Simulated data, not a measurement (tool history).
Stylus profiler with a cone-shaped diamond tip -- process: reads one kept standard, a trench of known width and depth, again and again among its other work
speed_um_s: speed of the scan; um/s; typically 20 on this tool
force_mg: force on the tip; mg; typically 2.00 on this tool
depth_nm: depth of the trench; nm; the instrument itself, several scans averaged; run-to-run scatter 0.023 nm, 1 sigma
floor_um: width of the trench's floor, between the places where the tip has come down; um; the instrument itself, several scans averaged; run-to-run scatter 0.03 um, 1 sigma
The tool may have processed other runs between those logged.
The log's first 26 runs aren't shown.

Run 27, hour 1260.9: usual settings but speed_um_s 6 um/s, force_mg 2.45 mg. Result: depth_nm 101.30 nm, floor_um 28.24 um.
Run 28, hour 1312.4: usual settings but speed_um_s 16 um/s, force_mg 1.58 mg. Result: depth_nm 100.86 nm, floor_um 28.12 um.
Run 29, hour 1349.2: usual settings but force_mg 2.22 mg. Result: depth_nm 101.12 nm, floor_um 28.14 um.
At hour 1359.9: height scale calibrated on a step standard.
Run 30, hour 1393.5: usual settings but speed_um_s 6 um/s, force_mg 1.02 mg. Result: depth_nm 100.82 nm, floor_um 28.20 um.
Run 31, hour 1431.5: usual settings but speed_um_s 6 um/s, force_mg 1.02 mg. Result: depth_nm 100.87 nm, floor_um 28.18 um.
Run 32, hour 1473.9: usual settings but speed_um_s 6 um/s, force_mg 1.02 mg. Result: depth_nm 100.88 nm, floor_um 28.16 um.
Run 33, hour 1508.5: usual settings but speed_um_s 15 um/s, force_mg 2.54 mg. Result: depth_nm 101.61 nm, floor_um 28.17 um.
Run 34, hour 1578.7: usual settings but speed_um_s 55 um/s, force_mg 0.71 mg. Result: depth_nm 100.66 nm, floor_um 27.70 um.
Run 35, hour 1649.1: usual settings but speed_um_s 59 um/s, force_mg 1.39 mg. Result: depth_nm 101.02 nm, floor_um 27.85 um.
Run 36, hour 1685.1: usual settings but speed_um_s 25 um/s, force_mg 1.44 mg. Result: depth_nm 101.08 nm, floor_um 28.06 um.
Run 37, hour 1716.9: usual settings but speed_um_s 7 um/s, force_mg 4.83 mg. Result: depth_nm 102.45 nm, floor_um 28.15 um.
Run 38, hour 1751.6: usual settings but speed_um_s 11 um/s, force_mg 2.48 mg. Result: depth_nm 101.57 nm, floor_um 28.13 um.
Run 39, hour 1823.3: usual settings but force_mg 1.51 mg. Result: depth_nm 101.08 nm, floor_um 28.05 um.
Run 40, hour 1882.7: usual settings but speed_um_s 66 um/s, force_mg 1.42 mg. Result: depth_nm 100.98 nm, floor_um 27.76 um.
Run 41, hour 1936.4: usual settings but speed_um_s 10 um/s, force_mg 1.22 mg. Result: depth_nm 100.95 nm, floor_um 28.13 um.
Run 42, hour 1999.7: usual settings but speed_um_s 36 um/s, force_mg 1.11 mg. Result: depth_nm 100.85 nm, floor_um 27.84 um.
Run 43, hour 2028.8: usual settings but speed_um_s 70 um/s, force_mg 2.37 mg. Result: depth_nm 101.46 nm, floor_um 27.84 um.
Run 44, hour 2088.6: usual settings but speed_um_s 70 um/s, force_mg 2.37 mg. Result: depth_nm 101.44 nm, floor_um 27.84 um.
Run 45, hour 2134.4: usual settings but speed_um_s 28 um/s, force_mg 1.27 mg. Result: depth_nm 100.94 nm, floor_um 27.94 um.
Run 46, hour 2184.2: usual settings but speed_um_s 9 um/s, force_mg 2.70 mg. Result: depth_nm 101.59 nm, floor_um 28.07 um.

Here are 3 independent what-if runs from the current tool condition. What would each one return?
Run A, hour 2213.3: usual settings but speed_um_s 30 um/s, force_mg 2.70 mg. Result: depth_nm ?, floor_um ?.
Run B, hour 2213.3: usual settings but speed_um_s 36 um/s, force_mg 1.63 mg. Result: depth_nm ?, floor_um ?.
Run C, hour 2213.3: usual settings but speed_um_s 62 um/s, force_mg 0.74 mg. Result: depth_nm ?, floor_um ?.

run  depth_nm  floor_um
  A    101.61     28.07
  B    101.10     27.95
  C    100.60     27.62
With the hidden condition removed and each run's random variation left untouched, the same runs would have given:
run  depth_nm  floor_um
  A    101.75     28.67
  B    101.23     28.54
  C    100.74     28.22

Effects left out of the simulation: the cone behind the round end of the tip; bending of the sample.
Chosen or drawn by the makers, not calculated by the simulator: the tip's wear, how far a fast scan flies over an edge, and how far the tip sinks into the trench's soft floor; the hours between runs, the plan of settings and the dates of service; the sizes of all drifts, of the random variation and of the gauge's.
